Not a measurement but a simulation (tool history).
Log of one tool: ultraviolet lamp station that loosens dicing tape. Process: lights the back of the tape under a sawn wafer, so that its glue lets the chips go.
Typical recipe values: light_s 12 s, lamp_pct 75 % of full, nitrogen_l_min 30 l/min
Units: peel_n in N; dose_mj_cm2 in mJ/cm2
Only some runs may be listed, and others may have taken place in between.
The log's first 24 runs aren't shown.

run,hour,light_s,lamp_pct,nitrogen_l_min,peel_n,dose_mj_cm2
25,927.5,17,88,55,0.286,568
26,954.6,17,88,55,0.298,554
27,988.3,17,88,55,0.313,554
28,1038.5,23,95,30,0.156,786
29,1086,19,61,21,1.046,407
30,1117.3,19,61,21,1.076,404
31,1168.4,17,63,51,0.977,367
# hour 1199.9: window cleaned of glue's vapour
32,1216.2,17,75,29,0.732,446
33,1264.6,12,60,44,2.058,246
34,1307.4,12,60,44,2.054,241
35,1357.1,20,94,25,0.331,613
36,1391.3,12,78,16,2.125,300
# hour 1440.4: lamp changed
37,1441.9,8,70,57,1.334,302
38,1491.8,8,68,25,1.897,289
39,1516.1,8,68,25,1.949,287
40,1560.3,10,86,18,0.926,452
41,1583.7,9,75,30,1.239,349
42,1629.2,16,79,13,0.446,645

Consider 5 possible next runs. They are alternatives, not a sequence: every one starts from the tool as it was left by run 42. What does each give?
A,1668.3,23,88,46,?,?
B,1668.3,12,79,29,?,?
C,1668.3,9,82,30,?,?
D,1668.3,16,71,13,?,?
E,1668.3,12,79,37,?,?

run,peel_n,dose_mj_cm2
A,0.084,1017
B,0.634,474
C,1.113,369
D,0.607,571
E,0.526,478
Take away the tool's hidden state, keep each run's random variation, and the runs would have read:
run,peel_n,dose_mj_cm2
A,0.077,1144
B,0.465,533
C,0.855,416
D,0.441,641
E,0.381,538

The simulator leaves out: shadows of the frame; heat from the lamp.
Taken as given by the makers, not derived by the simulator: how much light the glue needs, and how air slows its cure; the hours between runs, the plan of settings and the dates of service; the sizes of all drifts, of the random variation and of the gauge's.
